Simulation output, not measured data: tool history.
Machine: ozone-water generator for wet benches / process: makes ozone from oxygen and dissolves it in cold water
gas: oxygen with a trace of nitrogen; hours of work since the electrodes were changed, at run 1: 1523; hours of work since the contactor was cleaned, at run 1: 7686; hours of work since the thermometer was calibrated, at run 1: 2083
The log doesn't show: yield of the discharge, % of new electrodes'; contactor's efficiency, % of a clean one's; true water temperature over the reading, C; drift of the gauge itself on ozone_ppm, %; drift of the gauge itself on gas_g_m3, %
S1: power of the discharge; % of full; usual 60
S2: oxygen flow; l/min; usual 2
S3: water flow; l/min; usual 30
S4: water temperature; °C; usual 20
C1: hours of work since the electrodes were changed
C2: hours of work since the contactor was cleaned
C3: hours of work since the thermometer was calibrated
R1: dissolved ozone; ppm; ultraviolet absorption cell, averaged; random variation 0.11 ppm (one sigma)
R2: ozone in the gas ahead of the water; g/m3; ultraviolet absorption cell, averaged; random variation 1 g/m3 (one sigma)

run,day,S1,S2,S3,S4,C1,C2,C3,R1,R2
1,0,60,2,30,20,1523,7686,2083,7.5,176.7
2,8.317,60,2,29,20,1648,7811,2208,8.1,174.9
3,14.512,60,2,29,20,1741,7904,2301,8,174.6
4,18.508,60,2,29,20,1801,7964,2361,8,176
5,25.646,60,2,29,20,1908,8071,2469,7.8,174.5
6,34.812,60,2,30,20,2046,8209,2606,7.7,175
7,43.704,60,2,27,20,2180,8343,2740,8.6,175
8,49.179,60,2,30,20,2262,8425,2822,7.7,172.4
9,57.425,44,2,30,20,2386,8549,2946,6,136.1
10,61.588,44,2,30,20,2448,8611,3009,6.1,136.2
11,65.667,60,1,30,20,2510,8673,3070,6.1,254.4
12,74.312,47,2,30,20,2640,8803,3200,6.3,142.1
13,82.304,47,2,30,20,2760,8923,3320,6.3,141.1
14,90.546,47,2,30,20,2884,9047,3444,6.3,143.6
15,95.438,47,2,30,17,2957,9120,3517,6.3,142.9
16,102.288,47,2,30,17,3060,9223,3620,6.5,141.7
17,110.196,58,3.27,30,20,3179,9342,3739,8.6,128.1
18,117.696,58,1.04,30,14,3291,9454,3852,6,238.5
# day 118.775: contactor cleaned
19,125.396,60,3.41,20,22,3405,99,3965,12.5,128.8
20,130.317,60,3.41,20,22,3479,173,4039,12.2,129.1
21,138.738,60,3.41,20,22,3605,300,4165,12.3,130.4
22,142.629,60,2.12,30,13,3664,358,4224,8.2,165
23,147.867,60,2.12,30,13,3742,437,4303,7.9,166.8
24,156.962,60,2.3,26,13,3879,574,4439,9.5,160.6
25,161.525,60,2,23,20,3948,642,4508,10.4,172.8
26,169.238,60,2,23,20,4063,758,4624,10.1,174.6
27,177.696,60,2,23,20,4191,885,4751,9.8,172
28,185.2,43,1.49,31,21,4303,998,4864,5.1,153.6
29,193.358,90,2,30,20,4426,1121,4986,10.4,239.3
# day 195.946: water thermometer calibrated
30,201.758,60,2.3,45,24,4552,1247,87,5.2,159.9
31,207.054,60,1.22,30,20,4631,1326,167,6.7,225.7
32,215.942,85,1.38,23,20,4765,1460,300,12.3,280.1

4 ways to go on from here, each from the tool as it stands after run 32. What would each give?
A,223.408,54,1.3,24,20,4877,1572,413,?,?
B,223.408,58,2,44,25,4877,1572,413,?,?
C,223.408,60,2,31,20,4877,1572,413,?,?
D,223.408,72,2,30,20,4877,1572,413,?,?

run,R1,R2
A,7.9,198.9
B,4.7,166.1
C,7,171.3
D,8.9,197
Stripped of hidden state, with their random variation kept, the same runs would have yielded:
run,R1,R2
A,7.9,203.9
B,4.7,170.3
C,7,175.6
D,8.9,202.1
